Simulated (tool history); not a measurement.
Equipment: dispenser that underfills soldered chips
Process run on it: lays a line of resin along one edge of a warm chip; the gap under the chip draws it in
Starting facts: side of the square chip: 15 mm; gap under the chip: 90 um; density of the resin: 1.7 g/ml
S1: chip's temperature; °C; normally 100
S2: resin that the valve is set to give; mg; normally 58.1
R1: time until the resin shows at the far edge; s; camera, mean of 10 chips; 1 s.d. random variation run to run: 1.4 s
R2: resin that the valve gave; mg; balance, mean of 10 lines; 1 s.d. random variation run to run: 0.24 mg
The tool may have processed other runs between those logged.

run,hour,S1,S2,R1,R2
1,0,100,58.1,140.3,58.13
2,8.3,101,58.1,211.7,58.48
# hour 11.9: new syringe of resin
3,19.9,101,58.1,202.1,57.86
# hour 24.6: new syringe of resin
4,29.5,101,58.1,169.6,57.55
5,35.1,100,61.8,238.5,60.99
# hour 37.7: new syringe of resin
6,42.1,106,61.8,134.5,61.01
# hour 51.2: new syringe of resin
7,53.4,100,66,148.6,64.87
8,59.1,100,66,209.2,64.94
# hour 64: new syringe of resin
9,68.7,100,58.1,166.1,57.41
# hour 77.2: new syringe of resin
10,78.2,100,57.6,137.9,56.59
11,84.4,100,57.6,195.9,56.21
# hour 90.5: new syringe of resin
12,92.5,100,58.1,148.9,56.49
# hour 103.7: new syringe of resin
13,104.5,100,58.1,141,56.7
14,111,100,58.1,201.3,56.57
# hour 116.4: new syringe of resin
15,117.6,100,58.1,143.5,56.64
16,124.2,113,58.1,125.9,56.4
# hour 129.1: new syringe of resin
17,135.9,113,58.1,118.5,56.09
# hour 141.8: new syringe of resin
# hour 142.8: dispensing valve cleaned and set on the balance
18,147.6,113,58.1,105.5,57.71
# hour 156.1: new syringe of resin
19,158.5,109,69.5,106.2,68.42
# hour 169.2: new syringe of resin
20,170.1,109,69.5,95.1,68.55
21,176,110,68.8,128.9,68.46
22,181,113,66.8,153.8,65.95
# hour 181.9: new syringe of resin
23,190.9,113,66.8,130.1,65.59
# hour 195.5: new syringe of resin
24,202.1,95,70,229.9,68.71
# hour 208.2: new syringe of resin
25,213.7,100,73.6,175.7,71.92
# hour 221.4: new syringe of resin
26,223.3,104,54.5,126.5,53.46
27,229.8,96,59.7,238.3,58.18
# hour 234.6: new syringe of resin
28,237.6,96,71.2,183.2,68.94
# hour 247.3: new syringe of resin
29,247.3,101,72,123.1,69.68

Consider 3 possible next runs. They are alternatives, not a sequence: every one starts from the tool as it was left by run 29. What does each give?
A,259,91,72.8,?,?
B,259,100,71.1,?,?
C,259,100,70.4,?,?

run,R1,R2
A,354,70.5
B,245.3,68.16
C,245.3,67.86
The same runs, with their run-to-run variation unchanged, on a tool lacking any hidden condition would have given:
run,R1,R2
A,188.8,73.04
B,130.5,70.61
C,130.8,70.3
